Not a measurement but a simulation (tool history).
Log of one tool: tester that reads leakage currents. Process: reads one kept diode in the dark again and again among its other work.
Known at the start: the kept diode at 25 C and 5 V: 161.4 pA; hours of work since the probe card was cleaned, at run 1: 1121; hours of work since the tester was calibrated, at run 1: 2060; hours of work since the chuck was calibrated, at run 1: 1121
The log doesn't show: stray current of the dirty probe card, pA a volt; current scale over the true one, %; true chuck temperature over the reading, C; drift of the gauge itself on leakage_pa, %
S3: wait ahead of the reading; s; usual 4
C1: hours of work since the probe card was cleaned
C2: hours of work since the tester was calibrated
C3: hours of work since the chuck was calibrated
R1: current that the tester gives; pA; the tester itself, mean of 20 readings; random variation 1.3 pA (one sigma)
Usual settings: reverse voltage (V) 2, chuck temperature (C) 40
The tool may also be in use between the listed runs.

run 1 hour=0 | reverse_voltage_(V)=2 chuck_temperature_(C)=40 S3=4 | C1=1121 C2=2060 C3=1121 | R1=386.32
run 2 hour=96.6 | reverse_voltage_(V)=2 chuck_temperature_(C)=40 S3=4 | C1=1195 C2=2133 C3=1195 | R1=384.76
run 3 hour=272.5 | reverse_voltage_(V)=2 chuck_temperature_(C)=40 S3=4 | C1=1329 C2=2268 C3=1329 | R1=380.79
run 4 hour=351.8 | reverse_voltage_(V)=3.18 chuck_temperature_(C)=40 S3=4 | C1=1390 C2=2328 C3=1390 | R1=445.26
run 5 hour=525.6 | reverse_voltage_(V)=3.18 chuck_temperature_(C)=40 S3=4 | C1=1522 C2=2461 C3=1522 | R1=439.57
run 6 hour=631.6 | reverse_voltage_(V)=3.18 chuck_temperature_(C)=40 S3=4 | C1=1603 C2=2542 C3=1603 | R1=434.27
run 7 hour=784.8 | reverse_voltage_(V)=3.18 chuck_temperature_(C)=40 S3=4 | C1=1720 C2=2658 C3=1720 | R1=429.57
run 8 hour=932.3 | reverse_voltage_(V)=2 chuck_temperature_(C)=40 S3=4 | C1=1833 C2=2771 C3=1833 | R1=361.98
-- hour=1094.4 chuck's temperature calibrated
run 9 hour=1118.7 | reverse_voltage_(V)=2 chuck_temperature_(C)=40 S3=4 | C1=1973 C2=2912 C3=19 | R1=434.28
-- hour=1255.2 probe card cleaned and baked
run 10 hour=1309.6 | reverse_voltage_(V)=12.26 chuck_temperature_(C)=40 S3=4 | C1=42 C2=3055 C3=162 | R1=803.61
run 11 hour=1452.4 | reverse_voltage_(V)=12.26 chuck_temperature_(C)=40 S3=4 | C1=150 C2=3164 C3=271 | R1=797.68
run 12 hour=1611.1 | reverse_voltage_(V)=12.26 chuck_temperature_(C)=40 S3=4 | C1=272 C2=3285 C3=392 | R1=783.56
run 13 hour=1785.4 | reverse_voltage_(V)=2 chuck_temperature_(C)=40 S3=4 | C1=404 C2=3418 C3=525 | R1=413.49
run 14 hour=1959.3 | reverse_voltage_(V)=17.19 chuck_temperature_(C)=40 S3=4 | C1=537 C2=3551 C3=658 | R1=855.8
run 15 hour=2122.4 | reverse_voltage_(V)=2 chuck_temperature_(C)=53 S3=4 | C1=662 C2=3675 C3=782 | R1=1130.45
run 16 hour=2222.5 | reverse_voltage_(V)=2 chuck_temperature_(C)=53 S3=4 | C1=738 C2=3752 C3=858 | R1=1127.08
run 17 hour=2408.2 | reverse_voltage_(V)=2 chuck_temperature_(C)=40 S3=4 | C1=880 C2=3893 C3=1000 | R1=395.68
run 18 hour=2541.7 | reverse_voltage_(V)=1.03 chuck_temperature_(C)=40 S3=4 | C1=982 C2=3995 C3=1102 | R1=309.99
run 19 hour=2624.8 | reverse_voltage_(V)=1.03 chuck_temperature_(C)=40 S3=4 | C1=1045 C2=4059 C3=1165 | R1=308.02
run 20 hour=2724.8 | reverse_voltage_(V)=2.68 chuck_temperature_(C)=40 S3=4 | C1=1121 C2=4135 C3=1242 | R1=425.84
run 21 hour=2872.1 | reverse_voltage_(V)=2.68 chuck_temperature_(C)=40 S3=4 | C1=1234 C2=4247 C3=1354 | R1=421.92
run 22 hour=2956.6 | reverse_voltage_(V)=1.85 chuck_temperature_(C)=40 S3=4 | C1=1298 C2=4312 C3=1418 | R1=368.71
run 23 hour=3087.3 | reverse_voltage_(V)=9.91 chuck_temperature_(C)=24 S3=2.84 | C1=1398 C2=4411 C3=1518 | R1=162.03
run 24 hour=3252.5 | reverse_voltage_(V)=9.91 chuck_temperature_(C)=24 S3=2.84 | C1=1524 C2=4537 C3=1644 | R1=162.01
run 25 hour=3360.8 | reverse_voltage_(V)=9.91 chuck_temperature_(C)=24 S3=2.84 | C1=1606 C2=4620 C3=1727 | R1=159.19
run 26 hour=3447.4 | reverse_voltage_(V)=12.22 chuck_temperature_(C)=30 S3=0.73 | C1=1673 C2=4686 C3=1793 | R1=294.88
run 27 hour=3582.8 | reverse_voltage_(V)=12.22 chuck_temperature_(C)=30 S3=0.73 | C1=1776 C2=4789 C3=1896 | R1=292.23
-- hour=3660 chuck's temperature calibrated
run 28 hour=3759.1 | reverse_voltage_(V)=12.22 chuck_temperature_(C)=30 S3=0.73 | C1=1909 C2=4922 C3=76 | R1=352.09
run 29 hour=3875.4 | reverse_voltage_(V)=2 chuck_temperature_(C)=33 S3=4 | C1=1998 C2=5011 C3=164 | R1=235.31
run 30 hour=3963.3 | reverse_voltage_(V)=2 chuck_temperature_(C)=39 S3=4 | C1=2065 C2=5078 C3=231 | R1=388.91
-- hour=3980.7 probe card cleaned and baked
run 31 hour=4107.1 | reverse_voltage_(V)=2 chuck_temperature_(C)=39 S3=4 | C1=96 C2=5186 C3=339 | R1=385.82
-- hour=4159.8 tester calibrated
run 32 hour=4280.3 | reverse_voltage_(V)=10.73 chuck_temperature_(C)=24 S3=0.53 | C1=227 C2=92 C3=469 | R1=186.14
run 33 hour=4411.1 | reverse_voltage_(V)=10.73 chuck_temperature_(C)=24 S3=0.53 | C1=327 C2=192 C3=569 | R1=183.26
run 34 hour=4565.4 | reverse_voltage_(V)=5.56 chuck_temperature_(C)=40 S3=0.45 | C1=445 C2=309 C3=687 | R1=572.4
run 35 hour=4750.6 | reverse_voltage_(V)=5.56 chuck_temperature_(C)=40 S3=0.45 | C1=586 C2=451 C3=828 | R1=567.39
run 36 hour=4926.1 | reverse_voltage_(V)=5.56 chuck_temperature_(C)=40 S3=0.45 | C1=720 C2=585 C3=962 | R1=559.11
run 37 hour=5103.6 | reverse_voltage_(V)=8.06 chuck_temperature_(C)=47 S3=7.26 | C1=855 C2=720 C3=1098 | R1=1106.65
run 38 hour=5254.7 | reverse_voltage_(V)=8.06 chuck_temperature_(C)=47 S3=7.26 | C1=970 C2=835 C3=1213 | R1=1095.93
run 39 hour=5342.1 | reverse_voltage_(V)=8.06 chuck_temperature_(C)=47 S3=7.26 | C1=1037 C2=902 C3=1280 | R1=1080.87

4 ways to go on from here, each from the tool as it stands after run 39. What would each give?
run A hour=5497.1 | reverse_voltage_(V)=2 chuck_temperature_(C)=40 S3=2.95 | C1=1155 C2=1020 C3=1398 | R1=?
run B hour=5497.1 | reverse_voltage_(V)=17.61 chuck_temperature_(C)=47 S3=0.98 | C1=1155 C2=1020 C3=1398 | R1=?
run C hour=5497.1 | reverse_voltage_(V)=16.02 chuck_temperature_(C)=60 S3=0.44 | C1=1155 C2=1020 C3=1398 | R1=?
run D hour=5497.1 | reverse_voltage_(V)=5.98 chuck_temperature_(C)=56 S3=2.1 | C1=1155 C2=1020 C3=1398 | R1=?

run=A R1=374.18
run=B R1=1405.33
run=C R1=3699.73
run=D R1=1938.46
Without the tool's hidden state the same runs would have given:
run=A R1=430.49
run=B R1=1604.4
run=C R1=4185.48
run=D R1=2200.7

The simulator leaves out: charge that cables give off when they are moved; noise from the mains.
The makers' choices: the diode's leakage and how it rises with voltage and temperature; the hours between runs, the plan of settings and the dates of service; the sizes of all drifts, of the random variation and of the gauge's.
